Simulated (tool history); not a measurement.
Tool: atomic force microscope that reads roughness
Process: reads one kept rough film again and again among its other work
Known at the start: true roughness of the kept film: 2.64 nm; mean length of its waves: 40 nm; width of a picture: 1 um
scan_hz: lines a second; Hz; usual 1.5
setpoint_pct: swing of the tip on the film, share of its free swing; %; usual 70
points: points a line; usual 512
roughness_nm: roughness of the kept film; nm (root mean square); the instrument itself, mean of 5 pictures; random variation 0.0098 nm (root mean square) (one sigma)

run     day  scan_hz  setpoint_pct  points  roughness_nm
  1       0      1.5            70     512         2.115
  2   1.404      1.5            83     512         1.909
      1.833  -- new tip fitted
  3   3.429      1.5            83     512         2.025
  4   4.496      1.5            83     512             2
  5   6.117      1.5            70     368          2.13
  6   6.933      1.5            70     368         2.108
  7   8.833      1.5            70     368         2.085
      9.596  -- new tip fitted
  8  10.112      1.5            70     368         2.216
  9    11.2      1.5            70     368         2.193
 10  13.054      1.5            70     368         2.149
 11  14.167      1.5            70     512         2.131
 12  14.975     0.74            70     512         2.195
 13  16.721      1.5            70     393         2.072
     17.304  -- new tip fitted
 14  17.862     2.23            70     512         2.129
 15  19.683     1.11            67     512         2.257
 16  21.688      2.5            82     329         1.796
 17  22.829      2.5            82     329         1.764
 18  24.467     1.35            80     512         1.982
     24.929  -- new tip fitted
 19  26.046     1.48            76     512         2.134
 20  27.788     1.48            76     512         2.104
 21  29.771      1.6            65     444         2.173
 22  30.596      1.6            65     664         2.149
 23  32.192      1.6            56     260         2.173
     32.517  -- new tip fitted
 24  33.729      1.6            88     583         1.924
 25  35.308     0.67            70     512         2.293
 26  36.904     0.69            83     296         2.147
 27  37.838     0.69            81     296          2.16

Forecast each of these 3 alternatives for the next run:
  A  38.742     0.69            84     296             ?
  B  38.742     0.82            63     954             ?
  C  38.742     1.36            74     546             ?

run  roughness_nm
  A         2.102
  B         2.243
  C         2.076
Without the tool's hidden state the same runs would have given:
run  roughness_nm
  A         2.254
  B         2.405
  C         2.226
